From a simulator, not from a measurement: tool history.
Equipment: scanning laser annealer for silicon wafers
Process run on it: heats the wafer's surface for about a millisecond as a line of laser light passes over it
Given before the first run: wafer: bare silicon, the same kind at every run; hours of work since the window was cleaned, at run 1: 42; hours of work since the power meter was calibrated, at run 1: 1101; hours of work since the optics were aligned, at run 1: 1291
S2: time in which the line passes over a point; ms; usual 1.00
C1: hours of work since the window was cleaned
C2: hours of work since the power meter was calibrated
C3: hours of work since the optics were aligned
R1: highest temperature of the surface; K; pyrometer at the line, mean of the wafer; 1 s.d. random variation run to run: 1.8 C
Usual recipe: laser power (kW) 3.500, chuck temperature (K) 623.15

Run 1, hour 0.0: usual settings; C1 42; C2 1101; C3 1291. Result: R1 1318.15 K.
Run 2, hour 50.5: usual settings but S2 0.88 ms; C1 71; C2 1129; C3 1320. Result: R1 1278.15 K.
Run 3, hour 100.8: usual settings but S2 0.88 ms; C1 99; C2 1158; C3 1348. Result: R1 1277.15 K.
Run 4, hour 178.8: usual settings but S2 0.88 ms; C1 144; C2 1203; C3 1393. Result: R1 1276.15 K.
Run 5, hour 228.2: usual settings but chuck temperature (K) 647.15; C1 172; C2 1231; C3 1421. Result: R1 1338.15 K.
Run 6, hour 269.7: usual settings but chuck temperature (K) 637.15; C1 196; C2 1255; C3 1445. Result: R1 1326.15 K.
At hour 300.9: optics aligned, line set to its width.
Run 7, hour 312.4: usual settings but chuck temperature (K) 637.15; C1 217; C2 1276; C3 7. Result: R1 1332.15 K.
Run 8, hour 399.4: usual settings but chuck temperature (K) 637.15; C1 267; C2 1326; C3 56. Result: R1 1330.15 K.
Run 9, hour 450.1: usual settings but chuck temperature (K) 637.15; C1 296; C2 1355; C3 85. Result: R1 1327.15 K.
Run 10, hour 506.6: usual settings; C1 329; C2 1387; C3 118. Result: R1 1313.15 K.
Run 11, hour 555.5: usual settings; C1 357; C2 1415; C3 146. Result: R1 1314.15 K.
Run 12, hour 633.7: usual settings; C1 401; C2 1460; C3 190. Result: R1 1309.15 K.
Run 13, hour 686.4: usual settings; C1 431; C2 1490; C3 220. Result: R1 1306.15 K.
Run 14, hour 753.8: usual settings; C1 470; C2 1529; C3 259. Result: R1 1303.15 K.
Run 15, hour 789.8: usual settings; C1 491; C2 1549; C3 280. Result: R1 1299.15 K.
Run 16, hour 849.3: usual settings; C1 525; C2 1583; C3 314. Result: R1 1302.15 K.
Run 17, hour 895.7: usual settings; C1 551; C2 1610; C3 340. Result: R1 1301.15 K.
Run 18, hour 976.4: usual settings but chuck temperature (K) 647.15; C1 597; C2 1656; C3 386. Result: R1 1323.15 K.
Run 19, hour 1039.7: usual settings but chuck temperature (K) 647.15; C1 633; C2 1692; C3 423. Result: R1 1318.15 K.
Run 20, hour 1125.9: usual settings but chuck temperature (K) 647.15; C1 683; C2 1742; C3 472. Result: R1 1320.15 K.
Run 21, hour 1181.8: usual settings but chuck temperature (K) 647.15; C1 715; C2 1774; C3 504. Result: R1 1317.15 K.

Forecast run 22:
Run 22, hour 1235.4: usual settings but chuck temperature (K) 647.15; C1 745; C2 1804; C3 535. Result: R1 ?.

Run 22 yielded R1 1314.15 K.
Minus the tool's unlogged condition, the same run would have read R1 1364.15 K.
